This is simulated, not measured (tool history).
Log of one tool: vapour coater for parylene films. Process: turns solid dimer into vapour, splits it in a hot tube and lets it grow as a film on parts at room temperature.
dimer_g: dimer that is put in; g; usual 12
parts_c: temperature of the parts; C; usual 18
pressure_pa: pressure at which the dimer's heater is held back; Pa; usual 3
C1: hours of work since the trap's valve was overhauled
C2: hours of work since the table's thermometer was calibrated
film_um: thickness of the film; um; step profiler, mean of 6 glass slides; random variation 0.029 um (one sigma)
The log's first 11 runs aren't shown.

run 12 hour=281.1 | dimer_g=12 parts_c=18 pressure_pa=6.35 | C1=97 C2=861 | film_um=2.36
run 13 hour=295.5 | dimer_g=12 parts_c=18 pressure_pa=6.35 | C1=107 C2=871 | film_um=2.36
run 14 hour=323.4 | dimer_g=12 parts_c=11 pressure_pa=3 | C1=126 C2=890 | film_um=3.48
run 15 hour=349 | dimer_g=12 parts_c=11 pressure_pa=3 | C1=143 C2=907 | film_um=3.48
run 16 hour=376.9 | dimer_g=12 parts_c=11 pressure_pa=3 | C1=162 C2=926 | film_um=3.4
run 17 hour=395.1 | dimer_g=7 parts_c=11 pressure_pa=2.61 | C1=174 C2=938 | film_um=2.04
run 18 hour=415.9 | dimer_g=9 parts_c=14 pressure_pa=5.59 | C1=188 C2=952 | film_um=2.09
run 19 hour=433.7 | dimer_g=9 parts_c=14 pressure_pa=5.59 | C1=201 C2=964 | film_um=2.07
run 20 hour=460.1 | dimer_g=9 parts_c=14 pressure_pa=5.59 | C1=218 C2=982 | film_um=2.12
run 21 hour=478 | dimer_g=7 parts_c=13 pressure_pa=8.18 | C1=230 C2=994 | film_um=1.57
run 22 hour=508.3 | dimer_g=7 parts_c=13 pressure_pa=8.18 | C1=251 C2=1015 | film_um=1.54
run 23 hour=524.1 | dimer_g=15 parts_c=17 pressure_pa=9.46 | C1=262 C2=1025 | film_um=2.82
run 24 hour=547.4 | dimer_g=11 parts_c=19 pressure_pa=4.26 | C1=277 C2=1041 | film_um=2.11
run 25 hour=579.6 | dimer_g=8 parts_c=11 pressure_pa=3 | C1=299 C2=1063 | film_um=2.22
run 26 hour=602.8 | dimer_g=9 parts_c=18 pressure_pa=2.11 | C1=315 C2=1079 | film_um=2.01
run 27 hour=626.2 | dimer_g=9 parts_c=18 pressure_pa=2.11 | C1=331 C2=1094 | film_um=2.01
run 28 hour=648.7 | dimer_g=9 parts_c=18 pressure_pa=2.11 | C1=346 C2=1110 | film_um=2.03
run 29 hour=679.6 | dimer_g=9 parts_c=18 pressure_pa=2.11 | C1=367 C2=1131 | film_um=2.06
run 30 hour=694.9 | dimer_g=11 parts_c=19 pressure_pa=5.16 | C1=377 C2=1141 | film_um=2.06
run 31 hour=724.8 | dimer_g=11 parts_c=19 pressure_pa=5.16 | C1=397 C2=1161 | film_um=2.05
run 32 hour=750.6 | dimer_g=11 parts_c=19 pressure_pa=5.16 | C1=415 C2=1179 | film_um=1.99

4 ways to go on from here, each from the tool as it stands after run 32. What would each give?
run A hour=780.8 | dimer_g=6 parts_c=24 pressure_pa=2.31 | C1=435 C2=1199 | film_um=?
run B hour=780.8 | dimer_g=10 parts_c=20 pressure_pa=3.36 | C1=435 C2=1199 | film_um=?
run C hour=780.8 | dimer_g=11 parts_c=21 pressure_pa=5.16 | C1=435 C2=1199 | film_um=?
run D hour=780.8 | dimer_g=18 parts_c=11 pressure_pa=2.9 | C1=435 C2=1199 | film_um=?

run=A film_um=1.04
run=B film_um=1.86
run=C film_um=1.85
run=D film_um=4.81
Without the tool's hidden state the same runs would have given:
run=A film_um=1.12
run=B film_um=2.01
run=C film_um=2
run=D film_um=5.3
